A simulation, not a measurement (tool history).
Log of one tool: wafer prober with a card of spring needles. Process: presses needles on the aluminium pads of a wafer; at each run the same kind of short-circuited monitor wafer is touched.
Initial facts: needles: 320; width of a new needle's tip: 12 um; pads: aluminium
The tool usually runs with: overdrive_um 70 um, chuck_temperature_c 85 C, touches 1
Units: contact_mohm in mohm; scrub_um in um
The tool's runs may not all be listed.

run 1 day=0 | overdrive_um=70 chuck_temperature_c=85 touches=1 | contact_mohm=165 scrub_um=16.62
-- day=0.138 tips cleaned on abrasive film
-- day=0.354 tips cleaned on abrasive film
-- day=0.579 tips cleaned on abrasive film
run 2 day=0.638 | overdrive_um=70 chuck_temperature_c=85 touches=1 | contact_mohm=167 scrub_um=16.47
-- day=0.775 tips cleaned on abrasive film
-- day=1 tips cleaned on abrasive film
run 3 day=1.096 | overdrive_um=70 chuck_temperature_c=29 touches=1 | contact_mohm=156 scrub_um=16.69
-- day=1.192 tips cleaned on abrasive film
-- day=1.404 tips cleaned on abrasive film
-- day=1.625 tips cleaned on abrasive film
run 4 day=1.75 | overdrive_um=70 chuck_temperature_c=85 touches=1 | contact_mohm=167 scrub_um=16.6
-- day=1.833 tips cleaned on abrasive film
-- day=1.892 height of the first contact set anew
-- day=2.05 tips cleaned on abrasive film
-- day=2.262 tips cleaned on abrasive film
run 5 day=2.283 | overdrive_um=70 chuck_temperature_c=85 touches=1 | contact_mohm=163 scrub_um=17.18
-- day=2.45 tips cleaned on abrasive film
-- day=2.675 tips cleaned on abrasive film
run 6 day=2.758 | overdrive_um=78 chuck_temperature_c=85 touches=1 | contact_mohm=164 scrub_um=18.77
-- day=2.888 tips cleaned on abrasive film
-- day=3.1 tips cleaned on abrasive film
-- day=3.312 tips cleaned on abrasive film
-- day=3.525 tips cleaned on abrasive film
run 7 day=3.525 | overdrive_um=78 chuck_temperature_c=85 touches=1 | contact_mohm=162 scrub_um=18.94
-- day=3.738 tips cleaned on abrasive film
-- day=3.954 tips cleaned on abrasive film
run 8 day=3.988 | overdrive_um=78 chuck_temperature_c=85 touches=1 | contact_mohm=162 scrub_um=18.99
-- day=4.162 tips cleaned on abrasive film
-- day=4.371 tips cleaned on abrasive film
-- day=4.558 tips cleaned on abrasive film
run 9 day=4.558 | overdrive_um=78 chuck_temperature_c=85 touches=1 | contact_mohm=163 scrub_um=18.89
-- day=4.771 tips cleaned on abrasive film
-- day=4.992 tips cleaned on abrasive film
-- day=5.212 tips cleaned on abrasive film
run 10 day=5.296 | overdrive_um=78 chuck_temperature_c=85 touches=1 | contact_mohm=163 scrub_um=18.79
-- day=5.429 tips cleaned on abrasive film
-- day=5.608 tips cleaned on abrasive film
-- day=5.825 tips cleaned on abrasive film
run 11 day=5.908 | overdrive_um=78 chuck_temperature_c=85 touches=1 | contact_mohm=166 scrub_um=18.7
-- day=6.038 tips cleaned on abrasive film
-- day=6.258 tips cleaned on abrasive film
-- day=6.483 tips cleaned on abrasive film
run 12 day=6.575 | overdrive_um=78 chuck_temperature_c=85 touches=1 | contact_mohm=164 scrub_um=18.53
-- day=6.671 tips cleaned on abrasive film
-- day=6.888 tips cleaned on abrasive film
run 13 day=6.996 | overdrive_um=78 chuck_temperature_c=85 touches=1 | contact_mohm=166 scrub_um=18.47
-- day=7.092 tips cleaned on abrasive film
-- day=7.3 tips cleaned on abrasive film
-- day=7.483 tips cleaned on abrasive film
run 14 day=7.592 | overdrive_um=78 chuck_temperature_c=85 touches=1 | contact_mohm=163 scrub_um=18.5
-- day=7.675 tips cleaned on abrasive film
-- day=7.892 tips cleaned on abrasive film
run 15 day=8.029 | overdrive_um=55 chuck_temperature_c=85 touches=3 | contact_mohm=169 scrub_um=12.97
-- day=8.079 tips cleaned on abrasive film
-- day=8.304 tips cleaned on abrasive film
-- day=8.512 tips cleaned on abrasive film
run 16 day=8.642 | overdrive_um=55 chuck_temperature_c=85 touches=3 | contact_mohm=167 scrub_um=12.82
-- day=8.733 tips cleaned on abrasive film
-- day=8.788 height of the first contact set anew
-- day=8.958 tips cleaned on abrasive film
-- day=9.175 tips cleaned on abrasive film
-- day=9.362 tips cleaned on abrasive film
run 17 day=9.362 | overdrive_um=55 chuck_temperature_c=47 touches=2 | contact_mohm=162 scrub_um=13.49
-- day=9.575 tips cleaned on abrasive film
-- day=9.796 tips cleaned on abrasive film
run 18 day=9.929 | overdrive_um=55 chuck_temperature_c=104 touches=3 | contact_mohm=172 scrub_um=13.29
-- day=9.975 tips cleaned on abrasive film
-- day=10.192 tips cleaned on abrasive film
-- day=10.404 tips cleaned on abrasive film
-- day=10.608 tips cleaned on abrasive film
run 19 day=10.608 | overdrive_um=61 chuck_temperature_c=30 touches=2 | contact_mohm=156 scrub_um=14.79
-- day=10.829 tips cleaned on abrasive film
-- day=11.046 tips cleaned on abrasive film
run 20 day=11.204 | overdrive_um=68 chuck_temperature_c=85 touches=1 | contact_mohm=168 scrub_um=16.22
-- day=11.254 tips cleaned on abrasive film
-- day=11.479 tips cleaned on abrasive film
-- day=11.683 tips cleaned on abrasive film
-- day=11.867 tips cleaned on abrasive film
run 21 day=11.929 | overdrive_um=68 chuck_temperature_c=85 touches=1 | contact_mohm=169 scrub_um=16.35
-- day=12.054 tips cleaned on abrasive film
-- day=12.262 tips cleaned on abrasive film
-- day=12.479 tips cleaned on abrasive film
run 22 day=12.596 | overdrive_um=68 chuck_temperature_c=98 touches=1 | contact_mohm=172 scrub_um=15.84
-- day=12.688 tips cleaned on abrasive film
-- day=12.871 tips cleaned on abrasive film
-- day=13.096 tips cleaned on abrasive film
run 23 day=13.212 | overdrive_um=68 chuck_temperature_c=98 touches=1 | contact_mohm=173 scrub_um=16.28
-- day=13.304 tips cleaned on abrasive film
-- day=13.488 tips cleaned on abrasive film
run 24 day=13.567 | overdrive_um=85 chuck_temperature_c=26 touches=1 | contact_mohm=156 scrub_um=20.34
-- day=13.696 tips cleaned on abrasive film
-- day=13.875 tips cleaned on abrasive film
-- day=14.104 tips cleaned on abrasive film
run 25 day=14.238 | overdrive_um=85 chuck_temperature_c=30 touches=2 | contact_mohm=153 scrub_um=20.28
-- day=14.325 tips cleaned on abrasive film
-- day=14.521 tips cleaned on abrasive film
-- day=14.742 tips cleaned on abrasive film
-- day=14.929 tips cleaned on abrasive film
run 26 day=14.929 | overdrive_um=71 chuck_temperature_c=30 touches=1 | contact_mohm=156 scrub_um=16.71
-- day=15.15 tips cleaned on abrasive film
-- day=15.371 tips cleaned on abrasive film
-- day=15.596 tips cleaned on abrasive film
-- day=15.662 height of the first contact set anew
run 27 day=15.662 | overdrive_um=71 chuck_temperature_c=30 touches=1 | contact_mohm=160 scrub_um=17.34
-- day=15.8 tips cleaned on abrasive film
-- day=16.021 tips cleaned on abrasive film
run 28 day=16.033 | overdrive_um=73 chuck_temperature_c=74 touches=1 | contact_mohm=163 scrub_um=17.83

Below are 4 alternative next runs, each starting from the tool's condition after run 28. Predict each:
-- day=16.212 tips cleaned on abrasive film
-- day=16.396 tips cleaned on abrasive film
-- day=16.596 tips cleaned on abrasive film
-- day=16.792 tips cleaned on abrasive film
run A day=16.833 | overdrive_um=65 chuck_temperature_c=85 touches=2 | contact_mohm=? scrub_um=?
-- day=16.212 tips cleaned on abrasive film
-- day=16.396 tips cleaned on abrasive film
-- day=16.596 tips cleaned on abrasive film
-- day=16.792 tips cleaned on abrasive film
run B day=16.833 | overdrive_um=73 chuck_temperature_c=89 touches=2 | contact_mohm=? scrub_um=?
-- day=16.212 tips cleaned on abrasive film
-- day=16.396 tips cleaned on abrasive film
-- day=16.596 tips cleaned on abrasive film
-- day=16.792 tips cleaned on abrasive film
run C day=16.833 | overdrive_um=77 chuck_temperature_c=28 touches=1 | contact_mohm=? scrub_um=?
-- day=16.212 tips cleaned on abrasive film
-- day=16.396 tips cleaned on abrasive film
-- day=16.596 tips cleaned on abrasive film
-- day=16.792 tips cleaned on abrasive film
run D day=16.833 | overdrive_um=70 chuck_temperature_c=85 touches=1 | contact_mohm=? scrub_um=?

run=A contact_mohm=165 scrub_um=15.64
run=B contact_mohm=163 scrub_um=18.07
run=C contact_mohm=152 scrub_um=18.76
run=D contact_mohm=165 scrub_um=17.17
Take away the tool's hidden state, keep each run's random variation, and the runs would have read:
run=A contact_mohm=159 scrub_um=15.79
run=B contact_mohm=159 scrub_um=18.22
run=C contact_mohm=147 scrub_um=18.91
run=D contact_mohm=159 scrub_um=17.32
